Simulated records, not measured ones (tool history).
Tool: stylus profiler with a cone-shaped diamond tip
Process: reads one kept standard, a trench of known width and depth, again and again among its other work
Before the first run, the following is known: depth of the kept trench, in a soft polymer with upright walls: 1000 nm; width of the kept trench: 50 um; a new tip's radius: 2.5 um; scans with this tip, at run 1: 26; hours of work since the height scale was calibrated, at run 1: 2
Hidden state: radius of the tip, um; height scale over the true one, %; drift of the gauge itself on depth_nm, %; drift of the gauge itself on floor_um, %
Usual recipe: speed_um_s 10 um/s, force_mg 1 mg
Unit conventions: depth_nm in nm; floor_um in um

run,hour,speed_um_s,force_mg,scans with this tip,hours of work since the height scale was calibrated,depth_nm,floor_um
1,0,10,1,26,2,1003.42,45.97
2,14.2,10,1,129,11,1003.43,45.93
3,27,10,1,221,18,1003.76,45.91
4,42.5,10,2.46,333,28,1006.67,45.99
5,57.1,10,2.46,438,37,1006.11,45.96
6,66.6,10,2.46,507,42,1006.31,45.89
7,80.8,10,2.46,609,51,1006.63,45.91
8,95.2,10,2.46,713,59,1006.58,45.9
9,109.3,10,0.45,815,68,1002.39,45.86
10,123.3,16,0.75,916,76,1002.79,45.78
11,132.3,11,0.37,980,82,1001.94,45.79
12,140.8,11,2.43,1042,87,1006.31,45.96
13,151.8,11,2.43,1121,94,1006.12,45.93
14,163.2,2,0.97,1203,100,1003.61,45.99
15,174.8,2,0.97,1287,107,1003.91,45.96

Forecast each of these 4 alternatives for the next run:
A,187.1,6,0.97,1376,115,?,?
B,187.1,17,0.97,1376,115,?,?
C,187.1,3,0.97,1376,115,?,?
D,187.1,7,2.17,1376,115,?,?

run,depth_nm,floor_um
A,1003.41,45.92
B,1003.63,45.78
C,1003.64,45.91
D,1005.7,45.89
With no hidden state in the tool, these same runs would have given:
run,depth_nm,floor_um
A,1003.24,45.99
B,1003.46,45.85
C,1003.48,45.98
D,1005.54,45.97

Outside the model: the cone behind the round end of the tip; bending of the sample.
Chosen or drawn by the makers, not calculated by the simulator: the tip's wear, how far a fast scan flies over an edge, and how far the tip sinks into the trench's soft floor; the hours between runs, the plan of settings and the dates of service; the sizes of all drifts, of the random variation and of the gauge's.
